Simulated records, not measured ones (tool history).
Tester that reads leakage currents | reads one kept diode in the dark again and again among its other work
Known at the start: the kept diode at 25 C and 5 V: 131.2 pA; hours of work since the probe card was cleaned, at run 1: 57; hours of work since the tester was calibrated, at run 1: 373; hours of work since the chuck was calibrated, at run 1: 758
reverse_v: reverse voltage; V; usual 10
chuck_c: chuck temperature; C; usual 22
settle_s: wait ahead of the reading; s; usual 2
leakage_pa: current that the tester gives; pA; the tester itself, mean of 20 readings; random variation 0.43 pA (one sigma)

run,hour,reverse_v,chuck_c,settle_s,hours of work since the probe card was cleaned,hours of work since the tester was calibrated,hours of work since the chuck was calibrated,leakage_pa
1,0,10,22,2,57,373,758,135.09
2,31.9,10,22,2,76,392,776,135.19
3,52.7,10,22,2,88,404,788,135
4,66.9,10,22,2,97,412,797,135.22
5,90.9,10,22,2,111,426,811,134.76
6,112.2,10,22,2,123,439,823,134.27
7,137.7,10,22,2,138,454,838,134.81
8,160.2,10,22,2,151,467,851,135.14
9,187.5,10,22,2,167,483,867,135.1
10,211.4,10,22,2,181,497,881,135.34
11,240.4,10,22,2,198,514,898,134.73

The next listed run, before its measurement:
12,267.2,10,22,2,214,529,914,?

leakage_pa: 135.01 pA
Without the tool's hidden state the same run would have given leakage_pa 141.91 pA.
